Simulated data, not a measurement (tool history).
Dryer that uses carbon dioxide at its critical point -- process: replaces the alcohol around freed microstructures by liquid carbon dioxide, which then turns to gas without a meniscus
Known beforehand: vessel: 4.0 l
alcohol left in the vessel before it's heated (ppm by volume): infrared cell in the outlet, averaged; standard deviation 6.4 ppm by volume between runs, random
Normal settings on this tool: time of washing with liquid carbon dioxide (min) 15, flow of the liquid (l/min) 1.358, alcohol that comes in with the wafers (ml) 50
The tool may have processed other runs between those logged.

run,day,time of washing with liquid carbon dioxide (min),flow of the liquid (l/min),alcohol that comes in with the wafers (ml),alcohol left in the vessel before it's heated (ppm by volume)
1,0,15,1.358,50,349
2,0.483,15,1.358,50,347
3,0.842,15,0.94,50,1001
4,1.179,15,0.94,50,999
5,1.729,15,0.94,35,722
6,2.267,15,0.94,35,739
7,2.729,15,0.94,35,776
8,3.192,15,0.94,35,738
9,3.608,13,1.358,50,552
10,3.954,10,0.89,50,2609
11,4.254,10,0.89,50,2441
12,4.829,16,1.3,50,383
13,5.079,15,1.358,113,769
14,5.667,15,1.358,113,772
15,6.258,15,1.358,113,797
16,6.779,15,1.358,113,797

Here are 4 independent what-if runs from the current tool condition. What would each one return?
A,7.121,15,0.84,113,?
B,7.121,16,0.86,30,?
C,7.121,10,1.358,74,?
D,7.121,15,0.92,88,?

run,alcohol left in the vessel before it's heated (ppm by volume)
A,3082
B,733
C,1702
D,1908
With no hidden state in the tool, these same runs would have given:
run,alcohol left in the vessel before it's heated (ppm by volume)
A,2699
B,571
C,1436
D,1624
